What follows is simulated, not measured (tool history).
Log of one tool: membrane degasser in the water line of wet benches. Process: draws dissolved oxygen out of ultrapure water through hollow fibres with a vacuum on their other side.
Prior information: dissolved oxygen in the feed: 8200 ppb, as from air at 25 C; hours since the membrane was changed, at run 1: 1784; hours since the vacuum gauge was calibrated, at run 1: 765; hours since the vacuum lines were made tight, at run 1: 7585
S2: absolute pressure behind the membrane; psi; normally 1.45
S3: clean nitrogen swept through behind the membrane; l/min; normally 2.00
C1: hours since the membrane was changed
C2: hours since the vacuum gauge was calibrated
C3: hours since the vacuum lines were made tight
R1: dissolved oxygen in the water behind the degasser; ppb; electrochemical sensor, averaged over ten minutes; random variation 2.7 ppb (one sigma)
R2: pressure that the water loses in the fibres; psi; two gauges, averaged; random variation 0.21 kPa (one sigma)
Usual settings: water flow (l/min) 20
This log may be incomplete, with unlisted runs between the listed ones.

Run 1, hour 0.0: usual settings; C1 1784; C2 765; C3 7585. Result: R1 280.4 ppb, R2 7.384 psi.
Run 2, hour 37.9: usual settings; C1 1822; C2 803; C3 7623. Result: R1 276.5 ppb, R2 7.372 psi.
Run 3, hour 97.5: usual settings but S3 1.85 l/min; C1 1882; C2 862; C3 7683. Result: R1 292.5 ppb, R2 7.432 psi.
Run 4, hour 145.8: usual settings but S3 1.85 l/min; C1 1930; C2 911; C3 7731. Result: R1 291.1 ppb, R2 7.381 psi.
Run 5, hour 218.3: usual settings but S3 1.85 l/min; C1 2003; C2 983; C3 7804. Result: R1 300.1 ppb, R2 7.355 psi.
Run 6, hour 277.7: usual settings but S3 1.85 l/min; C1 2062; C2 1042; C3 7863. Result: R1 292.3 ppb, R2 7.356 psi.
Run 7, hour 354.6: usual settings but S3 1.85 l/min; C1 2139; C2 1119; C3 7940. Result: R1 290.7 ppb, R2 7.375 psi.
Run 8, hour 425.8: usual settings but S3 1.85 l/min; C1 2210; C2 1190; C3 8011. Result: R1 285.9 ppb, R2 7.369 psi.
Run 9, hour 506.0: usual settings but S3 1.85 l/min; C1 2290; C2 1271; C3 8091. Result: R1 293.7 ppb, R2 7.419 psi.
Run 10, hour 564.5: usual settings but S3 1.85 l/min; C1 2349; C2 1329; C3 8150. Result: R1 294.3 ppb, R2 7.375 psi.
Run 11, hour 637.2: usual settings but S3 1.06 l/min; C1 2421; C2 1402; C3 8223. Result: R1 396.2 ppb, R2 7.416 psi.
Run 12, hour 685.6: usual settings but water flow (l/min) 15; C1 2470; C2 1450; C3 8271. Result: R1 163.7 ppb, R2 5.549 psi.
Run 13, hour 734.1: usual settings; C1 2518; C2 1499; C3 8320. Result: R1 277.9 ppb, R2 7.400 psi.
Run 14, hour 791.0: usual settings but S2 3.06 psi, S3 2.71 l/min; C1 2575; C2 1556; C3 8376. Result: R1 427.4 ppb, R2 7.452 psi.
Run 15, hour 871.2: usual settings but water flow (l/min) 24, S2 1.57 psi, S3 3.38 l/min; C1 2656; C2 1636; C3 8457. Result: R1 359.6 ppb, R2 8.871 psi.
Run 16, hour 949.0: usual settings but water flow (l/min) 16, S2 2.07 psi, S3 5.93 l/min; C1 2733; C2 1714; C3 8534. Result: R1 124.3 ppb, R2 5.933 psi.
Run 17, hour 1012.7: usual settings but water flow (l/min) 16, S2 2.07 psi, S3 5.93 l/min; C1 2797; C2 1777; C3 8598. Result: R1 126.5 ppb, R2 5.952 psi.
Run 18, hour 1063.1: usual settings but S2 0.94 psi, S3 1.55 l/min; C1 2847; C2 1828; C3 8649. Result: R1 224.3 ppb, R2 7.398 psi.
Run 19, hour 1110.2: usual settings but S2 0.94 psi, S3 1.55 l/min; C1 2895; C2 1875; C3 8696. Result: R1 224.8 ppb, R2 7.417 psi.
Run 20, hour 1189.6: usual settings but S2 0.94 psi, S3 1.55 l/min; C1 2974; C2 1954; C3 8775. Result: R1 225.1 ppb, R2 7.394 psi.
Run 21, hour 1224.3: usual settings but water flow (l/min) 12, S2 3.35 psi, S3 1.55 l/min; C1 3009; C2 1989; C3 8810. Result: R1 378.3 ppb, R2 4.463 psi.

The next listed run, before its measurement:
Run 22, hour 1282.9: usual settings but water flow (l/min) 26, S2 3.09 psi, S3 1.21 l/min; C1 3067; C2 2048; C3 8868. Result: R1 ?, R2 ?.

Run 22 gave R1 1052.8 ppb, R2 9.768 psi.
On a tool with no hidden condition, and with the same random variation, this run would have come out at R1 1028.9 ppb, R2 9.603 psi.
